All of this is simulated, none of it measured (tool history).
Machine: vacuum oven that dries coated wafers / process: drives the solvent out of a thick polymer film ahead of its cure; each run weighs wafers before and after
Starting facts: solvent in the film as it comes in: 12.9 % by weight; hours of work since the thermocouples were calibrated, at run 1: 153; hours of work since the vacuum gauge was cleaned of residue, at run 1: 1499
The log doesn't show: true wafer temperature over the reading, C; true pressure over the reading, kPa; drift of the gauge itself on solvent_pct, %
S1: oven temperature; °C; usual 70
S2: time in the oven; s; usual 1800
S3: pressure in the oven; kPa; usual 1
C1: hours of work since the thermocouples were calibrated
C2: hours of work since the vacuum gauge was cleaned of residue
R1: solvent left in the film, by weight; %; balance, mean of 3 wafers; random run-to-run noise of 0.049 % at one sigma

run,hour,S1,S2,S3,C1,C2,R1
1,0,70,1800,1,153,1499,2.83
2,45.7,70,1800,1,185,1531,2.73
3,98.8,70,1800,1,223,1569,2.84
4,127.4,70,1800,1,243,1590,2.8
5,177.6,70,1800,0.73,279,1625,2.63
6,231,70,1800,0.73,317,1663,2.71
7,267.2,70,1800,1,343,1689,2.82
8,309,79,1380,0.6,373,1719,1.82
# hour 316: oven's thermocouples calibrated
9,360.3,56,1080,0.6,32,1754,7.75
10,399.4,81,1080,0.67,59,1782,2.16
11,444.6,81,1080,0.67,92,1814,2.1
12,484.9,81,1080,0.67,120,1843,2.3
# hour 499.6: oven's thermocouples calibrated, once more
13,509.2,70,2100,1.45,7,1859,2.65

What if the next run were any one of these 5? Each begins from the tool's condition after run 13:
A,558,71,1800,1,42,1894,?
B,558,68,2400,0.98,42,1894,?
C,558,70,1080,0.67,42,1894,?
D,558,66,1680,1.71,42,1894,?
E,558,69,1080,1,42,1894,?

run,R1
A,2.61
B,2.33
C,4.45
D,4.33
E,4.7
The same runs, with their run-to-run variation unchanged, on a tool lacking any hidden condition would have given:
run,R1
A,2.1
B,1.77
C,3.98
D,3.76
E,4.23

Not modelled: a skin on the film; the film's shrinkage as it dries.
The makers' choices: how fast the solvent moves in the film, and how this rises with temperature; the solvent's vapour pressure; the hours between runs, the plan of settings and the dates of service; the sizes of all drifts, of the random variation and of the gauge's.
